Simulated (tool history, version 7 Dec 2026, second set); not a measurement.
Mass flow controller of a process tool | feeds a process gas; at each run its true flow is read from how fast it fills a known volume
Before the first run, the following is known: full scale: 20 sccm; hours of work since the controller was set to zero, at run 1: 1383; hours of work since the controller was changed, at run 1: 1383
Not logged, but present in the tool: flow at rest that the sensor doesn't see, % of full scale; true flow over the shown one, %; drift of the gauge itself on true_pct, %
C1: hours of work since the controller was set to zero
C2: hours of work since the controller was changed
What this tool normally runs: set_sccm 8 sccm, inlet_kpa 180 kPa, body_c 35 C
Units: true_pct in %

Run 1, hour 0.0: usual settings; C1 1383; C2 1383. Result: true_pct 98.01 %.
Run 2, hour 52.8: usual settings; C1 1404; C2 1404. Result: true_pct 98.00 %.
Run 3, hour 141.2: usual settings but inlet_kpa 187 kPa; C1 1438; C2 1438. Result: true_pct 98.09 %.
Run 4, hour 214.8: usual settings but inlet_kpa 245 kPa; C1 1468; C2 1468. Result: true_pct 98.55 %.
Run 5, hour 270.6: usual settings but inlet_kpa 245 kPa; C1 1490; C2 1490. Result: true_pct 98.48 %.
Run 6, hour 350.7: usual settings but body_c 27 C; C1 1521; C2 1521. Result: true_pct 98.36 %.
Run 7, hour 428.8: usual settings but set_sccm 5 sccm; C1 1552; C2 1552. Result: true_pct 97.56 %.
Run 8, hour 517.8: usual settings but set_sccm 5 sccm; C1 1587; C2 1587. Result: true_pct 97.51 %.
At hour 527.5: controller's zero set anew.
Run 9, hour 585.6: usual settings but body_c 25 C; C1 23; C2 1614. Result: true_pct 98.17 %.
Run 10, hour 650.6: usual settings but body_c 25 C; C1 49; C2 1639. Result: true_pct 98.20 %.
Run 11, hour 691.1: usual settings but set_sccm 5 sccm, inlet_kpa 169 kPa, body_c 25 C; C1 65; C2 1655. Result: true_pct 97.57 %.
At hour 726.4: controller's zero set anew, once more.
Run 12, hour 763.6: usual settings but inlet_kpa 248 kPa; C1 15; C2 1684. Result: true_pct 98.88 %.
Run 13, hour 838.4: usual settings but set_sccm 12 sccm, inlet_kpa 245 kPa, body_c 22 C; C1 44; C2 1713. Result: true_pct 99.65 %.
Run 14, hour 926.5: usual settings but set_sccm 7 sccm, inlet_kpa 161 kPa, body_c 34 C; C1 79; C2 1748. Result: true_pct 98.25 %.
Run 15, hour 970.0: usual settings but set_sccm 12 sccm; C1 96; C2 1765. Result: true_pct 98.52 %.
Run 16, hour 1019.8: usual settings but set_sccm 16 sccm, inlet_kpa 182 kPa, body_c 29 C; C1 116; C2 1785. Result: true_pct 98.98 %.
Run 17, hour 1063.5: usual settings but set_sccm 16 sccm, inlet_kpa 182 kPa, body_c 29 C; C1 133; C2 1802. Result: true_pct 99.00 %.
Run 18, hour 1147.6: usual settings but set_sccm 14 sccm, inlet_kpa 160 kPa, body_c 31 C; C1 166; C2 1835. Result: true_pct 98.68 %.
Run 19, hour 1188.5: usual settings but set_sccm 6 sccm, inlet_kpa 156 kPa; C1 182; C2 1851. Result: true_pct 98.00 %.

Here are 3 independent what-if runs from the current tool condition. What would each one return?
Run A, hour 1230.6: usual settings but set_sccm 6 sccm, inlet_kpa 156 kPa, body_c 36 C; C1 199; C2 1868. Result: true_pct ?.
Run B, hour 1230.6: usual settings but set_sccm 12 sccm, inlet_kpa 140 kPa, body_c 21 C; C1 199; C2 1868. Result: true_pct ?.
Run C, hour 1230.6: usual settings but set_sccm 6 sccm, inlet_kpa 220 kPa, body_c 24 C; C1 199; C2 1868. Result: true_pct ?.

run  true_pct
  A     97.99
  B     98.91
  C     98.99
Had the tool no hidden state, the same runs would have come out as:
run  true_pct
  A     98.69
  B     99.49
  C     99.69
